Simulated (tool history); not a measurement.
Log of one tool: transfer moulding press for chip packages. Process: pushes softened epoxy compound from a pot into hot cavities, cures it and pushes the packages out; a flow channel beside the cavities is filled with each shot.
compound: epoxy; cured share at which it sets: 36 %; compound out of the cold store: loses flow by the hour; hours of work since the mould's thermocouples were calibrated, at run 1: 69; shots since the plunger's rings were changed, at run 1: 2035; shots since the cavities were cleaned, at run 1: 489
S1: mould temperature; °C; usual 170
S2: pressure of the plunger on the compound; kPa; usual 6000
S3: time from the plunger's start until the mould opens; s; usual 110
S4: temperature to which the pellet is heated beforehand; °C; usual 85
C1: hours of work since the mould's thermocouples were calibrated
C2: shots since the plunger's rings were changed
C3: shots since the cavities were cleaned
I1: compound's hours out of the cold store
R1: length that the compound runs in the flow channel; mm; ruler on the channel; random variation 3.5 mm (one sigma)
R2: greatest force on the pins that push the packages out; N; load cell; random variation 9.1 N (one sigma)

Run 1, hour 0: usual settings; C1 69; C2 2035; C3 489; I1 15. Result: R1 583 mm, R2 673 N.
Run 2, hour 12.7: usual settings but S3 130 s; C1 78; C2 2172; C3 626; I1 35.8. Result: R1 559 mm, R2 584 N.
Run 3, hour 22.3: usual settings but S3 130 s; C1 85; C2 2276; C3 730; I1 36.5. Result: R1 550 mm, R2 594 N.
Run 4, hour 35.6: usual settings but S3 130 s; C1 94; C2 2421; C3 875; I1 38.2. Result: R1 542 mm, R2 597 N.
At hour 49: cavities cleaned with cleaning compound and waxed.
Run 5, hour 49: usual settings but S3 121 s; C1 103; C2 2549; C3 0; I1 44.7. Result: R1 535 mm, R2 357 N.
Run 6, hour 62.9: usual settings but S3 121 s; C1 112; C2 2699; C3 150; I1 30.6. Result: R1 551 mm, R2 471 N.
Run 7, hour 73.5: usual settings but S4 94 °C; C1 120; C2 2815; C3 266; I1 46.2. Result: R1 528 mm, R2 562 N.
Run 8, hour 86.6: usual settings but S4 94 °C; C1 129; C2 2957; C3 408; I1 27.4. Result: R1 556 mm, R2 620 N.
Run 9, hour 100.2: usual settings but S1 168 °C, S2 6990 kPa, S3 125 s, S4 81 °C; C1 139; C2 3103; C3 554; I1 18.7. Result: R1 614 mm, R2 620 N.
Run 10, hour 114.7: usual settings but S1 168 °C, S2 6990 kPa, S3 125 s, S4 81 °C; C1 149; C2 3260; C3 711; I1 13.7. Result: R1 618 mm, R2 652 N.
Run 11, hour 128.4: usual settings but S1 168 °C, S2 6990 kPa, S3 125 s, S4 81 °C; C1 159; C2 3409; C3 860; I1 12.4. Result: R1 618 mm, R2 634 N.

Forecast each of these 3 alternatives for the next run:
At hour 143.4: cavities cleaned with cleaning compound and waxed.
Run A, hour 146.5: usual settings but S1 174 °C, S2 5200 kPa, S3 98 s; C1 171; C2 3589; C3 35; I1 41.6. Result: R1 ?, R2 ?.
At hour 143.4: cavities cleaned with cleaning compound and waxed.
Run B, hour 146.5: usual settings but S1 177 °C, S3 119 s, S4 95 °C; C1 171; C2 3589; C3 35; I1 34.1. Result: R1 ?, R2 ?.
At hour 143.4: cavities cleaned with cleaning compound and waxed.
Run C, hour 146.5: usual settings but S3 133 s; C1 171; C2 3589; C3 35; I1 41.7. Result: R1 ?, R2 ?.

run   R1   R2
  A  486  423
  B  523  350
  C  531  360
Without the tool's hidden state the same runs would have given:
run   R1   R2
  A  519  394
  B  559  325
  C  567  334
